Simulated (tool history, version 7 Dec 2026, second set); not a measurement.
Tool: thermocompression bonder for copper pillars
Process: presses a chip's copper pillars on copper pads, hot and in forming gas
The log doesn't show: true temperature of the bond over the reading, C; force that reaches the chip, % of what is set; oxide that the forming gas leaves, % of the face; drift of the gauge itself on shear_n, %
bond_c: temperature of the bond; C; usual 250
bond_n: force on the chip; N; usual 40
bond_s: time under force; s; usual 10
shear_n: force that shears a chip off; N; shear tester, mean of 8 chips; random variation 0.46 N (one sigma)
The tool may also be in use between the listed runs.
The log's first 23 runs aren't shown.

run	hour	bond_c	bond_n	bond_s	hours of work since the heater was calibrated	hours of work since the force cell was calibrated	hours of work since the gas filter was changed	shear_n
24	967.2	247	24	6	291	857	72	36
25	1003.5	224	26	10	315	881	96	30.3
26	1051.4	224	26	10	346	912	127	30.6
27	1095.3	263	26	24	375	940	155	82.9
28	1118.7	263	26	24	390	955	171	81.9
29	1143.3	263	46	24	406	971	187	105.2
30	1169.1	231	55	10	423	988	203	59.1
31	1212.4	226	47	12	451	1016	231	52.9
32	1260.4	238	40	17	482	1048	263	65.8
33	1311.9	238	40	17	516	1081	296	65.3
# hour 1334: forming gas filter changed
34	1359.8	234	26	8	546	1112	17	36.6
35	1413.4	277	39	21	581	1147	52	113.9
36	1439.5	250	40	7	598	1164	69	64.1
# hour 1476.7: force cell calibrated
37	1496.3	250	39	8	634	13	105	68.5
38	1540.3	280	33	8	663	41	133	91.1
39	1575.3	243	39	7	685	64	156	57.4
40	1605.4	243	39	7	705	84	175	57.4

3 ways to go on from here, each from the tool as it stands after run 40. What would each give?
A	1652.9	250	40	21	736	114	206	?
B	1652.9	262	26	20	736	114	206	?
C	1652.9	243	39	7	736	114	206	?

run	shear_n
A	89.5
B	83.5
C	57.5
Without the tool's hidden state the same runs would have given:
run	shear_n
A	82.3
B	76.3
C	49.6
